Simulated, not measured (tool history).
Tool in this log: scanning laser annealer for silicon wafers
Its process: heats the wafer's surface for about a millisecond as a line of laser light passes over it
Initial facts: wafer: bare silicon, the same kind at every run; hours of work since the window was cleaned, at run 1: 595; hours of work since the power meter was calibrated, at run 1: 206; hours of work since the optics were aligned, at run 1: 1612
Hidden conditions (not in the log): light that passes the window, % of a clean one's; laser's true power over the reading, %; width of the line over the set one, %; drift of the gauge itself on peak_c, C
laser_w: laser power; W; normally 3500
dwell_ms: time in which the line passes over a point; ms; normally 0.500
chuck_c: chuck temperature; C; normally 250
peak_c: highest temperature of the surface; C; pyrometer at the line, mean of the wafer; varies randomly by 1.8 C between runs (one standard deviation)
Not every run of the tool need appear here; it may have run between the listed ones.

run,hour,laser_w,dwell_ms,chuck_c,hours of work since the window was cleaned,hours of work since the power meter was calibrated,hours of work since the optics were aligned,peak_c
1,0.0,3500,0.500,250,595,206,1612,929
2,5.5,3500,0.377,250,598,209,1615,836
3,18.1,3500,0.377,250,605,216,1622,837
4,28.8,3500,0.377,249,611,222,1628,837
5,34.9,3500,0.377,249,614,226,1631,838
6,44.6,3500,0.377,249,619,231,1637,834
7,55.6,3500,0.377,249,626,237,1643,836
8,64.9,3500,0.377,249,631,242,1648,837
9,75.1,3500,0.377,249,636,248,1654,834
10,81.1,3500,0.500,250,640,251,1657,929
11,92.0,3609,0.500,250,645,257,1663,950
12,103.4,3463,0.351,277,652,263,1669,834
13,111.6,3500,0.549,250,656,268,1674,962
# hour 114.7: window over the wafer cleaned
14,125.6,3500,0.549,250,6,274,1680,959
15,131.6,3775,0.590,257,9,278,1683,1055
16,141.1,3160,0.399,218,14,283,1689,759
17,154.3,3160,0.399,218,22,290,1696,761
18,161.9,3500,0.500,260,26,294,1700,935
19,169.0,3500,0.435,260,30,298,1704,887
20,176.6,3500,0.386,220,34,302,1708,813
# hour 190.2: window over the wafer cleaned, once more
21,190.2,3500,0.546,264,0,309,1714,985
22,198.3,3500,0.546,264,4,313,1719,985

5 ways to go on from here, each from the tool as it stands after run 22. What would each give?
A,205.3,3500,0.500,264,8,317,1723,?
B,205.3,3237,0.414,250,8,317,1723,?
C,205.3,3787,0.441,251,8,317,1723,?
D,205.3,3813,0.593,245,8,317,1723,?
E,205.3,3294,0.546,285,8,317,1723,?

run,peak_c
A,956
B,826
C,948
D,1065
E,964
What these runs would have given with no unlogged condition in the tool:
run,peak_c
A,972
B,839
C,964
D,1083
E,980
